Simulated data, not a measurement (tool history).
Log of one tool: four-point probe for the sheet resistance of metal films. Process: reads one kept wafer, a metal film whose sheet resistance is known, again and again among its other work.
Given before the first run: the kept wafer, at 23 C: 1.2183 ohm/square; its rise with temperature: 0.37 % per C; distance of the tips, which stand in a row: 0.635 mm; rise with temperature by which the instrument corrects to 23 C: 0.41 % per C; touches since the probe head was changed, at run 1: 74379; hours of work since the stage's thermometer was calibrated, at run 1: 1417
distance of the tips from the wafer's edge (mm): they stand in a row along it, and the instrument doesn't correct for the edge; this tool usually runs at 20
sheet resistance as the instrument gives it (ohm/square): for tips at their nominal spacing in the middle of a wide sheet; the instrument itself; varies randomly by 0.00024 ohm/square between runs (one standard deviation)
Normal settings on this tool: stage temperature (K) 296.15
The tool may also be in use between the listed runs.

run	hour	stage temperature (K)	distance of the tips from the wafer's edge (mm)	touches since the probe head was changed	hours of work since the stage's thermometer was calibrated	sheet resistance as the instrument gives it (ohm/square)
1	0.0	296.15	20	74379	1417	1.218028
2	19.1	296.15	20	75482	1430	1.218175
3	48.1	296.15	20	77154	1450	1.218175
4	64.9	292.15	20	78123	1462	1.219777
5	95.9	296.15	20	79916	1483	1.217915
6	123.7	296.15	20	81518	1502	1.217402
7	139.6	296.15	20	82436	1514	1.217325
8	157.6	296.15	20	83475	1526	1.217738
9	177.6	298.15	14	84631	1540	1.217243
10	194.0	298.15	14	85577	1551	1.217250
11	227.6	294.15	22	87520	1575	1.218067
12	250.6	306.15	11	88848	1591	1.214007
13	272.4	307.15	17	90105	1606	1.212505

Predict each of these 4 candidate next runs independently; none follows another, all start after run 13:
A	303.3	296.15	16	91885	1627	?
B	303.3	298.15	20	91885	1627	?
C	303.3	300.15	26	91885	1627	?
D	303.3	307.15	5	91885	1627	?

run	sheet resistance as the instrument gives it (ohm/square)
A	1.217305
B	1.215729
C	1.215094
D	1.221184
With the hidden condition removed and each run's random variation left untouched, the same runs would have given:
run	sheet resistance as the instrument gives it (ohm/square)
A	1.219190
B	1.217605
C	1.216962
D	1.223036

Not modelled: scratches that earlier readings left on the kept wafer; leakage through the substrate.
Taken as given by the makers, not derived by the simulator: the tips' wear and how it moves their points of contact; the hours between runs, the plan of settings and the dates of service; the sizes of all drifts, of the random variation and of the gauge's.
